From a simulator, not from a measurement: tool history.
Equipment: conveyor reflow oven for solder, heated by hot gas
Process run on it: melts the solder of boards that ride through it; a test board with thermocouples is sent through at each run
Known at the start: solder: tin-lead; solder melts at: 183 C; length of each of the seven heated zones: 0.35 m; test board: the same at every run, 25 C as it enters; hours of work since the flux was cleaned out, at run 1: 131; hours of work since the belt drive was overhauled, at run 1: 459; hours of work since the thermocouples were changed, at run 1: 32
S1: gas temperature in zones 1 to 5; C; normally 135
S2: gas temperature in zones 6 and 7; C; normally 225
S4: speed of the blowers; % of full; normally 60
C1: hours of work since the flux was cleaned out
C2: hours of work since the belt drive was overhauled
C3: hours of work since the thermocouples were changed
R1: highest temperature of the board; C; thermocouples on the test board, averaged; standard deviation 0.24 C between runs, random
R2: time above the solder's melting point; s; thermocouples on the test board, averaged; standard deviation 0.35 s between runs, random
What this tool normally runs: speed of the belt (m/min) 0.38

run 1 hour=0 | S1=135 S2=225 speed_of_the_belt_(m/min)=0.38 S4=60 | C1=131 C2=459 C3=32 | R1=212.8 R2=77.6
run 2 hour=78 | S1=135 S2=225 speed_of_the_belt_(m/min)=0.38 S4=71 | C1=177 C2=504 C3=78 | R1=213.3 R2=79.6
-- hour=119.6 flux residue cleaned out of gas plates and filters
run 3 hour=181.9 | S1=135 S2=225 speed_of_the_belt_(m/min)=0.38 S4=71 | C1=36 C2=562 C3=136 | R1=214.3 R2=81.8
run 4 hour=255.1 | S1=148 S2=225 speed_of_the_belt_(m/min)=0.38 S4=71 | C1=79 C2=605 C3=179 | R1=216.1 R2=90.3
run 5 hour=297.7 | S1=135 S2=231 speed_of_the_belt_(m/min)=0.38 S4=60 | C1=104 C2=630 C3=204 | R1=217.7 R2=83.3
run 6 hour=367.7 | S1=135 S2=233 speed_of_the_belt_(m/min)=0.38 S4=60 | C1=145 C2=671 C3=245 | R1=219.2 R2=85.2
run 7 hour=428.8 | S1=135 S2=233 speed_of_the_belt_(m/min)=0.38 S4=60 | C1=181 C2=707 C3=280 | R1=219.1 R2=84.5
-- hour=462.2 flux residue cleaned out of gas plates and filters
run 8 hour=527.5 | S1=135 S2=233 speed_of_the_belt_(m/min)=0.38 S4=60 | C1=38 C2=762 C3=335 | R1=219.4 R2=86.9
run 9 hour=593.9 | S1=135 S2=233 speed_of_the_belt_(m/min)=0.38 S4=60 | C1=77 C2=801 C3=374 | R1=220 R2=86.1
run 10 hour=659.5 | S1=135 S2=233 speed_of_the_belt_(m/min)=0.38 S4=60 | C1=116 C2=839 C3=413 | R1=219.4 R2=86
run 11 hour=742 | S1=135 S2=225 speed_of_the_belt_(m/min)=0.38 S4=72 | C1=164 C2=888 C3=461 | R1=213.1 R2=80.2
-- hour=808.6 flux residue cleaned out of gas plates and filters
run 12 hour=824.8 | S1=135 S2=225 speed_of_the_belt_(m/min)=0.38 S4=72 | C1=9 C2=933 C3=506 | R1=214.4 R2=81.9
run 13 hour=915.8 | S1=135 S2=225 speed_of_the_belt_(m/min)=0.38 S4=72 | C1=63 C2=986 C3=560 | R1=213.8 R2=81.9
-- hour=946.2 belt drive overhauled, speed set with a stopwatch
run 14 hour=970.7 | S1=135 S2=225 speed_of_the_belt_(m/min)=0.38 S4=72 | C1=93 C2=14 C3=589 | R1=213.7 R2=81.6
run 15 hour=1019 | S1=135 S2=225 speed_of_the_belt_(m/min)=0.38 S4=72 | C1=121 C2=43 C3=618 | R1=213.5 R2=81.3
run 16 hour=1061.4 | S1=147 S2=232 speed_of_the_belt_(m/min)=0.38 S4=85 | C1=146 C2=67 C3=643 | R1=222.6 R2=97.2
run 17 hour=1125.7 | S1=131 S2=232 speed_of_the_belt_(m/min)=0.346 S4=85 | C1=183 C2=105 C3=680 | R1=222.2 R2=99.2
-- hour=1158.1 flux residue cleaned out of gas plates and filters
-- hour=1167.8 thermocouples of zones 6 and 7 changed
run 18 hour=1231.6 | S1=131 S2=232 speed_of_the_belt_(m/min)=0.346 S4=85 | C1=42 C2=163 C3=37 | R1=224.3 R2=101.6
run 19 hour=1278.1 | S1=131 S2=232 speed_of_the_belt_(m/min)=0.346 S4=85 | C1=69 C2=190 C3=65 | R1=224.4 R2=102.4
-- hour=1320.8 belt drive overhauled, speed set with a stopwatch, once more
run 20 hour=1363.7 | S1=142 S2=232 speed_of_the_belt_(m/min)=0.383 S4=85 | C1=117 C2=25 C3=112 | R1=222.8 R2=92.1
run 21 hour=1462 | S1=142 S2=232 speed_of_the_belt_(m/min)=0.383 S4=85 | C1=174 C2=83 C3=170 | R1=221.9 R2=91.7
-- hour=1511.9 flux residue cleaned out of gas plates and filters
run 22 hour=1519 | S1=135 S2=238 speed_of_the_belt_(m/min)=0.34 S4=61 | C1=4 C2=113 C3=200 | R1=227.6 R2=103.7
run 23 hour=1566.9 | S1=135 S2=238 speed_of_the_belt_(m/min)=0.34 S4=61 | C1=32 C2=141 C3=228 | R1=227.4 R2=104.2
run 24 hour=1667.1 | S1=135 S2=238 speed_of_the_belt_(m/min)=0.34 S4=61 | C1=91 C2=200 C3=287 | R1=226.3 R2=104.5
run 25 hour=1766.7 | S1=135 S2=237 speed_of_the_belt_(m/min)=0.34 S4=82 | C1=149 C2=258 C3=345 | R1=228.1 R2=105.4
-- hour=1861.4 flux residue cleaned out of gas plates and filters
run 26 hour=1863.9 | S1=131 S2=222 speed_of_the_belt_(m/min)=0.332 S4=54 | C1=1 C2=312 C3=399 | R1=211.3 R2=87.2
run 27 hour=1932.1 | S1=121 S2=232 speed_of_the_belt_(m/min)=0.38 S4=73 | C1=41 C2=352 C3=439 | R1=219.1 R2=79.7
run 28 hour=1996.5 | S1=135 S2=225 speed_of_the_belt_(m/min)=0.365 S4=60 | C1=79 C2=390 C3=477 | R1=212.7 R2=81.6
run 29 hour=2068.7 | S1=128 S2=225 speed_of_the_belt_(m/min)=0.38 S4=67 | C1=121 C2=432 C3=519 | R1=211.6 R2=73.7
run 30 hour=2167.2 | S1=130 S2=225 speed_of_the_belt_(m/min)=0.38 S4=67 | C1=179 C2=490 C3=577 | R1=211.4 R2=74.4

Here are 4 independent what-if runs from the current tool condition. What would each one return?
-- hour=2209 flux residue cleaned out of gas plates and filters
run A hour=2267.8 | S1=129 S2=227 speed_of_the_belt_(m/min)=0.38 S4=59 | C1=34 C2=546 C3=633 | R1=? R2=?
-- hour=2209 flux residue cleaned out of gas plates and filters
run B hour=2267.8 | S1=135 S2=230 speed_of_the_belt_(m/min)=0.393 S4=89 | C1=34 C2=546 C3=633 | R1=? R2=?
-- hour=2209 flux residue cleaned out of gas plates and filters
run C hour=2267.8 | S1=126 S2=225 speed_of_the_belt_(m/min)=0.439 S4=60 | C1=34 C2=546 C3=633 | R1=? R2=?
-- hour=2209 flux residue cleaned out of gas plates and filters
run D hour=2267.8 | S1=127 S2=220 speed_of_the_belt_(m/min)=0.38 S4=85 | C1=34 C2=546 C3=633 | R1=? R2=?

run=A R1=212.7 R2=75.5
run=B R1=219.9 R2=84.4
run=C R1=206.5 R2=54.7
run=D R1=209.6 R2=73.9
With the hidden condition removed and each run's random variation left untouched, the same runs would have given:
run=A R1=213.5 R2=75.7
run=B R1=220.7 R2=84.4
run=C R1=207.2 R2=55.2
run=D R1=210.4 R2=74.3
